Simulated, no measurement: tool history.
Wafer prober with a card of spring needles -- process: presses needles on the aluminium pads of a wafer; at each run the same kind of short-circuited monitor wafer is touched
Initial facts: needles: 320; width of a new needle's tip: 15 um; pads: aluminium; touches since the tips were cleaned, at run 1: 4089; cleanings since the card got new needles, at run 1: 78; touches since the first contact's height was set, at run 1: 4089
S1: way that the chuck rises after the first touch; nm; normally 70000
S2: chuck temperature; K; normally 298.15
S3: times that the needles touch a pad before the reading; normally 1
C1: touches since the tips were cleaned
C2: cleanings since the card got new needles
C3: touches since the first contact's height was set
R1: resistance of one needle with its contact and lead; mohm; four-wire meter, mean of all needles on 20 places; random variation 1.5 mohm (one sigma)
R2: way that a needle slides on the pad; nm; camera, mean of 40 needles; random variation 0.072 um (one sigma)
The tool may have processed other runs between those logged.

| run | hour | S1 | S2 | S3 | C1 | C2 | C3 | R1 | R2 |
|---|---|---|---|---|---|---|---|---|---|
| 1 | 0.0 | 70000 | 298.15 | 1 | 4089 | 78 | 4089 | 202 | 17530 |
|  | 7.6 | tips cleaned on abrasive film |
|  | 26.9 | tips cleaned on abrasive film |
| 2 | 38.0 | 70000 | 298.15 | 1 | 4347 | 80 | 18946 | 208 | 17590 |
|  | 44.0 | tips cleaned on abrasive film |
|  | 61.7 | tips cleaned on abrasive film |
| 3 | 71.7 | 70000 | 298.15 | 1 | 3926 | 82 | 32118 | 200 | 17560 |
|  | 80.5 | tips cleaned on abrasive film |
|  | 98.6 | tips cleaned on abrasive film |
| 4 | 112.4 | 70000 | 298.15 | 1 | 5400 | 84 | 48030 | 215 | 17580 |
|  | 115.9 | tips cleaned on abrasive film |
|  | 134.6 | tips cleaned on abrasive film |
|  | 151.7 | tips cleaned on abrasive film |
| 5 | 151.8 | 70000 | 298.15 | 1 | 60 | 87 | 63423 | 153 | 17430 |
|  | 169.3 | tips cleaned on abrasive film |
| 6 | 171.0 | 70000 | 298.15 | 1 | 664 | 88 | 70938 | 162 | 17410 |
|  | 188.5 | tips cleaned on abrasive film |
|  | 199.2 | tips cleaned on abrasive film, once more |
| 7 | 206.4 | 70000 | 298.15 | 1 | 2842 | 90 | 84758 | 193 | 17320 |
|  | 216.4 | tips cleaned on abrasive film |
|  | 235.0 | tips cleaned on abrasive film |
| 8 | 238.4 | 70000 | 298.15 | 1 | 1361 | 92 | 97278 | 178 | 17360 |
|  | 253.9 | tips cleaned on abrasive film |
| 9 | 270.4 | 70000 | 298.15 | 2 | 6478 | 93 | 109802 | 188 | 17410 |
|  | 272.4 | tips cleaned on abrasive film |
|  | 289.3 | tips cleaned on abrasive film |
|  | 307.1 | tips cleaned on abrasive film |
| 10 | 311.4 | 70000 | 320.15 | 3 | 1684 | 96 | 125795 | 161 | 17260 |
|  | 326.0 | tips cleaned on abrasive film |
|  | 344.5 | tips cleaned on abrasive film |
| 11 | 347.8 | 53000 | 298.15 | 3 | 1322 | 98 | 140056 | 170 | 12960 |
|  | 361.4 | tips cleaned on abrasive film |
| 12 | 374.4 | 79000 | 338.15 | 3 | 5102 | 99 | 150474 | 172 | 19570 |
|  | 380.4 | tips cleaned on abrasive film |
|  | 398.8 | tips cleaned on abrasive film |
| 13 | 401.7 | 53000 | 301.15 | 2 | 1134 | 101 | 161121 | 178 | 12870 |
|  | 418.4 | tips cleaned on abrasive film |
|  | 436.1 | tips cleaned on abrasive film |
| 14 | 440.9 | 70000 | 325.15 | 1 | 1858 | 103 | 176432 | 183 | 17110 |
|  | 455.3 | tips cleaned on abrasive film |
| 15 | 470.5 | 71000 | 320.15 | 2 | 5981 | 104 | 188046 | 196 | 17410 |
|  | 472.7 | tips cleaned on abrasive film |
|  | 482.0 | height of the first contact set anew |
|  | 490.7 | tips cleaned on abrasive film |
|  | 508.6 | tips cleaned on abrasive film |
| 16 | 509.5 | 56000 | 301.15 | 2 | 337 | 107 | 10701 | 159 | 14150 |
|  | 526.3 | tips cleaned on abrasive film |
| 17 | 531.3 | 53000 | 309.15 | 3 | 1968 | 108 | 19256 | 177 | 13260 |

Predict each of these 3 candidate next runs independently; none follows another, all start after run 17:
|  | 543.0 | tips cleaned on abrasive film |
| A | 550.8 | 80000 | 356.15 | 2 | 3061 | 109 | 26887 | ? | ? |
|  | 543.0 | tips cleaned on abrasive film |
| B | 550.8 | 53000 | 322.15 | 2 | 3061 | 109 | 26887 | ? | ? |
|  | 543.0 | tips cleaned on abrasive film |
| C | 550.8 | 53000 | 306.15 | 2 | 3061 | 109 | 26887 | ? | ? |

| run | R1 | R2 |
|---|---|---|
| A | 178 | 20090 |
| B | 206 | 13270 |
| C | 201 | 13330 |
The same runs, with their run-to-run variation unchanged, on a tool lacking any hidden condition would have given:
| run | R1 | R2 |
|---|---|---|
| A | 154 | 20160 |
| B | 154 | 13340 |
| C | 149 | 13400 |
